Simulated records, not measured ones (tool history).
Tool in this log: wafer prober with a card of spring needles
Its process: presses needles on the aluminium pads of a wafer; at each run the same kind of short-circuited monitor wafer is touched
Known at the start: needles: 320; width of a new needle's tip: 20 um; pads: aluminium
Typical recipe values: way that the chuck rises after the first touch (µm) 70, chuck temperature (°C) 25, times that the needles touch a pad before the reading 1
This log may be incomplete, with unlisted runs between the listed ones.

run   hour  way that the chuck rises after the first touch (µm)  chuck temperature (°C)  times that the needles touch a pad before the reading  resistance of one needle with its contact and lead (mohm)  way that a needle slides on the pad (µm)
  1    0.0                                                   70                      25                                                      1                                                        326                                     10.52
       2.9  -- tips cleaned on abrasive film
      23.3  -- tips cleaned on abrasive film
  2   30.1                                                   70                      25                                                      1                                                        287                                     10.40
      39.0  -- height of the first contact set anew
      44.4  -- tips cleaned on abrasive film
  3   62.5                                                   70                      25                                                      1                                                        317                                     10.67
      64.4  -- tips cleaned on abrasive film
      85.7  -- tips cleaned on abrasive film
  4   97.8                                                   70                      25                                                      1                                                        304                                     10.65
     105.6  -- tips cleaned on abrasive film
     126.8  -- tips cleaned on abrasive film
  5  128.6                                                   70                      25                                                      1                                                        257                                     10.58
     141.2  -- tips cleaned on abrasive film, once more
  6  160.6                                                   70                      25                                                      1                                                        324                                     10.59
     162.8  -- tips cleaned on abrasive film
     184.6  -- tips cleaned on abrasive film
  7  192.7                                                   70                      25                                                      1                                                        289                                     10.56
     205.5  -- tips cleaned on abrasive film
  8  211.6                                                   70                      25                                                      1                                                        280                                     10.54
     226.2  -- tips cleaned on abrasive film
  9  230.2                                                   70                      25                                                      1                                                        270                                     10.54
     246.7  -- tips cleaned on abrasive film
 10  249.5                                                   70                      25                                                      1                                                        265                                     10.51
     267.2  -- tips cleaned on abrasive film
 11  272.8                                                   55                      97                                                      2                                                        306                                      8.20
     289.1  -- tips cleaned on abrasive film
     309.3  -- tips cleaned on abrasive film
 12  309.3                                                   55                      97                                                      2                                                        269                                      8.18
     314.3  -- height of the first contact set anew
     331.3  -- tips cleaned on abrasive film
 13  333.8                                                   78                      97                                                      2                                                        264                                     11.89
     353.1  -- tips cleaned on abrasive film
 14  359.2                                                   72                      65                                                      2                                                        270                                     10.96
     373.1  -- tips cleaned on abrasive film
     393.0  -- tips cleaned on abrasive film
 15  395.1                                                   72                      65                                                      2                                                        257                                     10.92
     414.9  -- tips cleaned on abrasive film
 16  423.0                                                   72                      65                                                      2                                                        277                                     10.89
     436.8  -- tips cleaned on abrasive film
 17  452.8                                                   72                      89                                                      2                                                        297                                     10.88
     458.6  -- tips cleaned on abrasive film
 18  475.5                                                   72                      89                                                      2                                                        299                                     10.87
     479.9  -- tips cleaned on abrasive film
     500.6  -- tips cleaned on abrasive film
 19  506.0                                                   76                      76                                                      1                                                        286                                     11.46

Below are 3 alternative next runs, each starting from the tool's condition after run 19. Predict each:
     521.4  -- tips cleaned on abrasive film
  A  540.4                                                   70                      42                                                      3                                                          ?                                         ?
     521.4  -- tips cleaned on abrasive film
  B  540.4                                                   70                      86                                                      1                                                          ?                                         ?
     521.4  -- tips cleaned on abrasive film
  C  540.4                                                   68                      39                                                      1                                                          ?                                         ?

run  resistance of one needle with its contact and lead (mohm)  way that a needle slides on the pad (µm)
  A                                                        273                                     10.53
  B                                                        333                                     10.52
  C                                                        335                                     10.23
What these runs would have given with no unlogged condition in the tool:
run  resistance of one needle with its contact and lead (mohm)  way that a needle slides on the pad (µm)
  A                                                        238                                     10.69
  B                                                        249                                     10.67
  C                                                        239                                     10.39
